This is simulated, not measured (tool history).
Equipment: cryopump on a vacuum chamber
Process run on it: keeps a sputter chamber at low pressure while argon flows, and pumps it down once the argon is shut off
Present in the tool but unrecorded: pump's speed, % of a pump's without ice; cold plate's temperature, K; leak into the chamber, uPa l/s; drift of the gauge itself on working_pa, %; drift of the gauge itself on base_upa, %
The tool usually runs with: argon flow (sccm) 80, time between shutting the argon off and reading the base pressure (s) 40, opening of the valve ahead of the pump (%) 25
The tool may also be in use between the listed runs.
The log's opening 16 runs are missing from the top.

run	hour	argon flow (sccm)	time between shutting the argon off and reading the base pressure (s)	opening of the valve ahead of the pump (%)	hours of work since the pump was warmed up and emptied	hours of work since the cold head was overhauled	hours of work since the chamber's fittings were tightened	pressure while argon flows (Pa)	pressure after the wait (uPa)
# hour 697.8: leaking fittings of the chamber tightened, without venting
17	706	80	40	22	101	961	5	0.4338	2.69
18	744.8	125	109	24	125	984	29	0.6238	1.14
19	792	125	109	24	154	1013	57	0.6285	1.18
20	821.1	110	39	16	171	1031	75	0.8244	2.76
21	878.2	47	40	31	206	1065	110	0.1851	2.83
22	919.3	136	26	30	231	1090	135	0.5529	4.06
23	960.9	129	75	18	256	1116	160	0.863	1.78
24	1021.5	53	40	25	293	1153	197	0.2594	2.99
25	1071.2	61	40	34	323	1183	227	0.2228	2.98
26	1118	61	40	34	352	1211	255	0.2229	3.07
27	1166.3	42	235	19	381	1241	285	0.2715	1.05
28	1204.2	148	282	24	404	1264	308	0.7576	1.02
29	1246.5	122	282	22	430	1289	334	0.6825	1.04
30	1278.7	49	206	21	450	1309	353	0.2872	1.19
31	1335.7	42	126	45	484	1343	388	0.1209	1.54
32	1378	33	30	45	510	1369	413	0.0953	4.04
33	1410.9	122	76	50	530	1389	433	0.3252	2.07
34	1466.1	122	76	50	563	1423	467	0.3274	2.17

Each row is a separate what-if for the run after 34, all from the same tool condition, not one after another. Results?
A	1492.7	41	170	24	580	1439	483	?	?
B	1492.7	122	126	50	580	1439	483	?	?
C	1492.7	88	33	31	580	1439	483	?	?

run	pressure while argon flows (Pa)	pressure after the wait (uPa)
A	0.2149	1.52
B	0.327	1.72
C	0.3663	3.91
Had the tool no hidden state, the same runs would have come out as:
run	pressure while argon flows (Pa)	pressure after the wait (uPa)
A	0.2017	0.77
B	0.2877	0.97
C	0.3377	3.17
